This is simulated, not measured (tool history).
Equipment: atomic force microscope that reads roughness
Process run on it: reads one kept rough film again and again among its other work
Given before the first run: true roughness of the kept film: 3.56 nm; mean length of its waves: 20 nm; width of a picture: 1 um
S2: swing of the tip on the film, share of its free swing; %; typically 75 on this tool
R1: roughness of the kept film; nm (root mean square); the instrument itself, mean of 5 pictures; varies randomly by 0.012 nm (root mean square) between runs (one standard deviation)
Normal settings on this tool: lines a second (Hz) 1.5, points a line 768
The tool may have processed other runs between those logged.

run 1 hour=0 | lines_a_second_(Hz)=1.5 S2=75 points_a_line=768 | R1=2.285
run 2 hour=16.6 | lines_a_second_(Hz)=1.5 S2=75 points_a_line=768 | R1=2.248
run 3 hour=26.4 | lines_a_second_(Hz)=1.5 S2=58 points_a_line=768 | R1=2.257
run 4 hour=39.9 | lines_a_second_(Hz)=1.5 S2=75 points_a_line=484 | R1=2.158
-- hour=42.9 height scale calibrated on a step standard
run 5 hour=57.5 | lines_a_second_(Hz)=1.5 S2=75 points_a_line=812 | R1=2.133
run 6 hour=73.4 | lines_a_second_(Hz)=1.5 S2=75 points_a_line=812 | R1=2.079
-- hour=85.1 height scale calibrated on a step standard, once more
run 7 hour=88.1 | lines_a_second_(Hz)=1.5 S2=75 points_a_line=812 | R1=2.069
run 8 hour=104.1 | lines_a_second_(Hz)=1.5 S2=72 points_a_line=522 | R1=1.997
run 9 hour=118.5 | lines_a_second_(Hz)=0.74 S2=65 points_a_line=267 | R1=1.967
run 10 hour=129.5 | lines_a_second_(Hz)=0.74 S2=65 points_a_line=267 | R1=1.956
-- hour=141.2 new tip fitted
run 11 hour=143.2 | lines_a_second_(Hz)=0.74 S2=65 points_a_line=267 | R1=2.67
run 12 hour=162.6 | lines_a_second_(Hz)=0.74 S2=65 points_a_line=267 | R1=2.606
run 13 hour=177.2 | lines_a_second_(Hz)=2.07 S2=64 points_a_line=970 | R1=2.566

3 options for the next run, each taken on its own from the tool as it stands now. Forecast them:
run A hour=194.5 | lines_a_second_(Hz)=3.2 S2=64 points_a_line=376 | R1=?
run B hour=194.5 | lines_a_second_(Hz)=2.25 S2=61 points_a_line=693 | R1=?
run C hour=194.5 | lines_a_second_(Hz)=0.74 S2=75 points_a_line=685 | R1=?

run=A R1=2.438
run=B R1=2.505
run=C R1=2.537
Take away the tool's hidden state, keep each run's random variation, and the runs would have read:
run=A R1=2.693
run=B R1=2.767
run=C R1=2.803

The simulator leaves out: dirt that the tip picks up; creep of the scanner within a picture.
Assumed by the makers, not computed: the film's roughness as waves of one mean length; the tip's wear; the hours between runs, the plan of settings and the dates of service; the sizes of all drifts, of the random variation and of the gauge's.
